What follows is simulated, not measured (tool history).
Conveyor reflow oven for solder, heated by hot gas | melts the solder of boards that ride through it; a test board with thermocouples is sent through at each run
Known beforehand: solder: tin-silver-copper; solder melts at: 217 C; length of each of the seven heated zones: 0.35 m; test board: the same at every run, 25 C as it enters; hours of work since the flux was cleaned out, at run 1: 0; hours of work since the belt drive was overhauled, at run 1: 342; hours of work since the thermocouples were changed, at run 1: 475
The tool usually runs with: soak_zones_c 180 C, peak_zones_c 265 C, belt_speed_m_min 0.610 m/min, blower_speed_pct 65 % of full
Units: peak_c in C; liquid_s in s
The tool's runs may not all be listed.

| run | hour | soak_zones_c | peak_zones_c | belt_speed_m_min | blower_speed_pct | hours of work since the flux was cleaned out | hours of work since the belt drive was overhauled | hours of work since the thermocouples were changed | peak_c | liquid_s |
|---|---|---|---|---|---|---|---|---|---|---|
| 1 | 0.0 | 180 | 265 | 0.610 | 65 | 0 | 342 | 475 | 251.6 | 53.7 |
| 2 | 53.9 | 180 | 265 | 0.610 | 65 | 37 | 379 | 512 | 250.9 | 53.5 |
| 3 | 114.5 | 180 | 265 | 0.610 | 84 | 78 | 421 | 554 | 253.3 | 56.0 |
|  | 120.2 | thermocouples of zones 6 and 7 changed |
| 4 | 165.5 | 180 | 265 | 0.659 | 84 | 112 | 454 | 31 | 251.4 | 50.3 |
| 5 | 197.7 | 180 | 265 | 0.503 | 65 | 134 | 476 | 53 | 255.1 | 69.3 |
| 6 | 254.6 | 180 | 265 | 0.503 | 65 | 172 | 515 | 92 | 255.2 | 69.0 |
| 7 | 303.4 | 180 | 265 | 0.503 | 65 | 206 | 548 | 125 | 254.8 | 68.7 |
| 8 | 349.1 | 180 | 265 | 0.610 | 72 | 237 | 579 | 156 | 250.9 | 53.4 |
| 9 | 379.5 | 180 | 265 | 0.610 | 65 | 258 | 600 | 177 | 249.3 | 51.8 |
| 10 | 409.7 | 180 | 270 | 0.610 | 65 | 278 | 621 | 198 | 253.7 | 55.2 |
| 11 | 440.7 | 180 | 270 | 0.610 | 65 | 300 | 642 | 219 | 252.5 | 54.5 |
| 12 | 467.2 | 180 | 270 | 0.610 | 65 | 318 | 660 | 237 | 253.4 | 54.8 |
|  | 478.3 | flux residue cleaned out of gas plates and filters |
| 13 | 517.7 | 180 | 270 | 0.610 | 65 | 27 | 691 | 268 | 255.0 | 56.5 |
| 14 | 547.7 | 180 | 270 | 0.610 | 65 | 47 | 712 | 289 | 255.3 | 56.8 |
| 15 | 596.4 | 180 | 270 | 0.610 | 65 | 81 | 745 | 322 | 254.8 | 56.8 |
| 16 | 643.4 | 180 | 270 | 0.610 | 65 | 113 | 777 | 354 | 254.4 | 56.0 |
| 17 | 686.2 | 180 | 270 | 0.623 | 88 | 142 | 806 | 383 | 257.7 | 57.1 |
| 18 | 715.1 | 180 | 270 | 0.580 | 77 | 162 | 826 | 403 | 257.9 | 61.3 |
| 19 | 744.3 | 180 | 265 | 0.495 | 65 | 182 | 846 | 423 | 254.5 | 71.4 |
| 20 | 793.6 | 180 | 265 | 0.495 | 65 | 215 | 880 | 456 | 254.6 | 71.1 |
| 21 | 827.4 | 173 | 275 | 0.525 | 65 | 238 | 903 | 480 | 261.4 | 68.0 |
| 22 | 857.0 | 180 | 255 | 0.670 | 65 | 259 | 923 | 500 | 237.3 | 37.9 |
| 23 | 919.8 | 190 | 255 | 0.670 | 65 | 301 | 966 | 543 | 239.7 | 43.3 |
|  | 939.3 | thermocouples of zones 6 and 7 changed |
|  | 954.5 | flux residue cleaned out of gas plates and filters |
| 24 | 975.0 | 190 | 255 | 0.526 | 64 | 14 | 999 | 21 | 247.2 | 67.2 |
| 25 | 1001.8 | 190 | 261 | 0.565 | 66 | 32 | 1017 | 39 | 252.1 | 64.1 |
| 26 | 1051.3 | 190 | 261 | 0.565 | 66 | 66 | 1051 | 73 | 250.9 | 63.8 |
| 27 | 1106.4 | 190 | 273 | 0.538 | 77 | 104 | 1088 | 111 | 264.3 | 74.5 |
| 28 | 1143.2 | 190 | 273 | 0.538 | 77 | 129 | 1114 | 136 | 264.3 | 74.6 |
| 29 | 1201.4 | 190 | 273 | 0.538 | 77 | 169 | 1153 | 176 | 264.0 | 74.7 |
| 30 | 1252.4 | 180 | 265 | 0.515 | 65 | 203 | 1188 | 210 | 254.8 | 68.4 |
|  | 1295.7 | belt drive overhauled, speed set with a stopwatch |
| 31 | 1318.2 | 180 | 257 | 0.610 | 65 | 246 | 15 | 253 | 242.3 | 46.4 |

3 ways to go on from here, each from the tool as it stands after run 31. What would each give?
| A | 1349.4 | 173 | 265 | 0.616 | 57 | 267 | 37 | 274 | ? | ? |
| B | 1349.4 | 180 | 257 | 0.598 | 83 | 267 | 37 | 274 | ? | ? |
| C | 1349.4 | 180 | 255 | 0.522 | 65 | 267 | 37 | 274 | ? | ? |

| run | peak_c | liquid_s |
|---|---|---|
| A | 245.5 | 44.8 |
| B | 245.4 | 51.3 |
| C | 244.5 | 57.7 |
What these runs would have given with no unlogged condition in the tool:
| run | peak_c | liquid_s |
|---|---|---|
| A | 248.4 | 47.6 |
| B | 248.0 | 54.0 |
| C | 246.7 | 60.4 |

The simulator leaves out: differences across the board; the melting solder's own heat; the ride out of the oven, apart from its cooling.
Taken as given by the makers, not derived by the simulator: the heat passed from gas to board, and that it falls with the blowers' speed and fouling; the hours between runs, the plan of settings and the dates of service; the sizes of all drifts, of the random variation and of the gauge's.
